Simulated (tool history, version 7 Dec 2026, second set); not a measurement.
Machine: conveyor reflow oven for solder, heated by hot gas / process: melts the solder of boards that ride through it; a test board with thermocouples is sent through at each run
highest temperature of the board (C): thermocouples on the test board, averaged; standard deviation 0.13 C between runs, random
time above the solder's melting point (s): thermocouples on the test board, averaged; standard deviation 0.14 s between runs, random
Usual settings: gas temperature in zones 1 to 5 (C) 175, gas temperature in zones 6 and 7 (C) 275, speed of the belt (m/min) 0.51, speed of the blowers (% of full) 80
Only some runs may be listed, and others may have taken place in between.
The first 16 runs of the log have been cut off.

run	hour	gas temperature in zones 1 to 5 (C)	gas temperature in zones 6 and 7 (C)	speed of the belt (m/min)	speed of the blowers (% of full)	highest temperature of the board (C)	time above the solder's melting point (s)
17	488.1	172	271	0.473	80	264.3	77.3
18	510.8	172	271	0.473	83	264.6	77.8
# hour 542.3: thermocouples of zones 6 and 7 changed
# hour 550.8: flux residue cleaned out of gas plates and filters, once more
19	557.9	172	271	0.473	83	264.6	78.1
20	598.6	172	271	0.473	83	264.7	78.2
21	631.7	175	275	0.51	62	264.6	72.4
22	654	175	279	0.51	55	267.4	73.5
23	680	175	279	0.51	55	267.4	73.6
24	705.2	175	279	0.51	55	267.4	73.9
25	727.9	175	267	0.51	55	256.1	67.6
26	762.4	175	275	0.462	80	268.8	83.4
27	797.7	175	275	0.462	80	269	83.3
# hour 810.4: belt drive overhauled, speed set with a stopwatch
28	828.9	175	285	0.51	52	272	74.9
29	854.8	175	285	0.51	64	274.1	76
30	883.5	175	285	0.51	64	274.1	76.2

Each row is a separate what-if for the run after 30, all from the same tool condition, not one after another. Results?
A	916	166	273	0.51	74	?	?
B	916	183	285	0.468	67	?	?
C	916	175	270	0.51	57	?	?

run	highest temperature of the board (C)	time above the solder's melting point (s)
A	263.1	68.2
B	277.2	86.9
C	258.8	68
With no hidden state in the tool, these same runs would have given:
run	highest temperature of the board (C)	time above the solder's melting point (s)
A	263.7	68.6
B	277.6	86.9
C	259.2	68.3

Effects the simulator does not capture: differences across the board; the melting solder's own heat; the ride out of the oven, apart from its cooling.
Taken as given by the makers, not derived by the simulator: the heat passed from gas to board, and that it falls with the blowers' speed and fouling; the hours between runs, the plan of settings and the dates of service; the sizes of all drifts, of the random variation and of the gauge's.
